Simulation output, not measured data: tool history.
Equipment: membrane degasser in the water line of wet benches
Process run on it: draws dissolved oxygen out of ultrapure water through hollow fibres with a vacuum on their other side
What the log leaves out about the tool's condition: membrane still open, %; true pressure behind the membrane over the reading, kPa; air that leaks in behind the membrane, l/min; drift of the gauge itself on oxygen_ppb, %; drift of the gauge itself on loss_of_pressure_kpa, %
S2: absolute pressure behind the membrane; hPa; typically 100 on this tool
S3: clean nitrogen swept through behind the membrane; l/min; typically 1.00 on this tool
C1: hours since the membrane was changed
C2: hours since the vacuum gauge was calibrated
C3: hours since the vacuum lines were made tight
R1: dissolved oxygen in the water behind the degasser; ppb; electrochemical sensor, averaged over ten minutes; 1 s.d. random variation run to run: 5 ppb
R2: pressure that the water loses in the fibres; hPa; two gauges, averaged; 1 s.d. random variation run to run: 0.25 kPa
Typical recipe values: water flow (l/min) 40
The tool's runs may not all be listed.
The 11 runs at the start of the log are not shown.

{"run": 12, "hour": 1084.2, "water flow (l/min)": 40, "S2": 100, "S3": 2.16, "C1": 4318, "C2": 260, "C3": 502, "R1": 308.9, "R2": 690.7}
{"run": 13, "hour": 1142.2, "water flow (l/min)": 40, "S2": 100, "S3": 2.16, "C1": 4376, "C2": 318, "C3": 560, "R1": 305.8, "R2": 689.6}
{"run": 14, "hour": 1279.9, "water flow (l/min)": 40, "S2": 100, "S3": 0.48, "C1": 4514, "C2": 455, "C3": 698, "R1": 928.1, "R2": 690.0}
{"run": 15, "hour": 1378.7, "water flow (l/min)": 40, "S2": 100, "S3": 0.48, "C1": 4613, "C2": 554, "C3": 797, "R1": 929.9, "R2": 692.1}
{"hour": 1420.9, "done": "vacuum gauge calibrated, once more"}
{"run": 16, "hour": 1474.0, "water flow (l/min)": 40, "S2": 100, "S3": 2.22, "C1": 4708, "C2": 53, "C3": 892, "R1": 281.3, "R2": 691.3}
{"run": 17, "hour": 1531.4, "water flow (l/min)": 40, "S2": 92, "S3": 0.63, "C1": 4765, "C2": 110, "C3": 949, "R1": 642.4, "R2": 690.3}
{"run": 18, "hour": 1647.8, "water flow (l/min)": 53, "S2": 74, "S3": 0.52, "C1": 4881, "C2": 227, "C3": 1065, "R1": 663.8, "R2": 919.2}
{"run": 19, "hour": 1772.2, "water flow (l/min)": 53, "S2": 74, "S3": 0.52, "C1": 5006, "C2": 351, "C3": 1190, "R1": 663.1, "R2": 916.1}
{"run": 20, "hour": 1890.1, "water flow (l/min)": 40, "S2": 104, "S3": 2.16, "C1": 5124, "C2": 469, "C3": 1308, "R1": 307.0, "R2": 692.5}
{"run": 21, "hour": 1989.2, "water flow (l/min)": 40, "S2": 104, "S3": 2.66, "C1": 5223, "C2": 568, "C3": 1407, "R1": 257.7, "R2": 699.1}
{"run": 22, "hour": 2113.3, "water flow (l/min)": 53, "S2": 225, "S3": 0.41, "C1": 5347, "C2": 692, "C3": 1531, "R1": 2748.4, "R2": 923.9}
{"run": 23, "hour": 2176.2, "water flow (l/min)": 40, "S2": 169, "S3": 0.7, "C1": 5410, "C2": 755, "C3": 1594, "R1": 1262.4, "R2": 695.3}
{"run": 24, "hour": 2275.8, "water flow (l/min)": 29, "S2": 169, "S3": 0.48, "C1": 5509, "C2": 855, "C3": 1693, "R1": 1300.6, "R2": 505.9}
{"run": 25, "hour": 2386.1, "water flow (l/min)": 63, "S2": 72, "S3": 0.64, "C1": 5620, "C2": 965, "C3": 1804, "R1": 655.4, "R2": 1095.1}
{"run": 26, "hour": 2455.8, "water flow (l/min)": 40, "S2": 176, "S3": 1.0, "C1": 5689, "C2": 1035, "C3": 1873, "R1": 1066.1, "R2": 694.9}
{"run": 27, "hour": 2534.6, "water flow (l/min)": 40, "S2": 176, "S3": 1.0, "C1": 5768, "C2": 1114, "C3": 1952, "R1": 1048.5, "R2": 699.8}
{"run": 28, "hour": 2629.3, "water flow (l/min)": 58, "S2": 100, "S3": 1.0, "C1": 5863, "C2": 1208, "C3": 2047, "R1": 732.9, "R2": 1011.5}
{"run": 29, "hour": 2686.5, "water flow (l/min)": 59, "S2": 134, "S3": 2.73, "C1": 5920, "C2": 1266, "C3": 2104, "R1": 529.2, "R2": 1026.2}
{"run": 30, "hour": 2814.6, "water flow (l/min)": 36, "S2": 202, "S3": 1.97, "C1": 6048, "C2": 1394, "C3": 2232, "R1": 657.9, "R2": 632.5}
{"run": 31, "hour": 2887.7, "water flow (l/min)": 49, "S2": 61, "S3": 0.42, "C1": 6121, "C2": 1467, "C3": 2305, "R1": 512.9, "R2": 856.8}

Branching from run 31: 4 alternative next runs. What would each branch give?
{"run": "A", "hour": 2985.2, "water flow (l/min)": 29, "S2": 61, "S3": 0.42, "C1": 6219, "C2": 1564, "C3": 2403, "R1": "?", "R2": "?"}
{"run": "B", "hour": 2985.2, "water flow (l/min)": 58, "S2": 208, "S3": 1.0, "C1": 6219, "C2": 1564, "C3": 2403, "R1": "?", "R2": "?"}
{"run": "C", "hour": 2985.2, "water flow (l/min)": 40, "S2": 62, "S3": 2.28, "C1": 6219, "C2": 1564, "C3": 2403, "R1": "?", "R2": "?"}
{"run": "D", "hour": 2985.2, "water flow (l/min)": 29, "S2": 202, "S3": 1.0, "C1": 6219, "C2": 1564, "C3": 2403, "R1": "?", "R2": "?"}

run=A R1=354.0 R2=504.9
run=B R1=1646.3 R2=1017.6
run=C R1=135.0 R2=702.4
run=D R1=954.5 R2=506.4
Stripped of hidden state, with their random variation kept, the same runs would have yielded:
run=A R1=341.7 R2=479.9
run=B R1=1629.7 R2=967.5
run=C R1=126.7 R2=667.8
run=D R1=945.6 R2=481.4
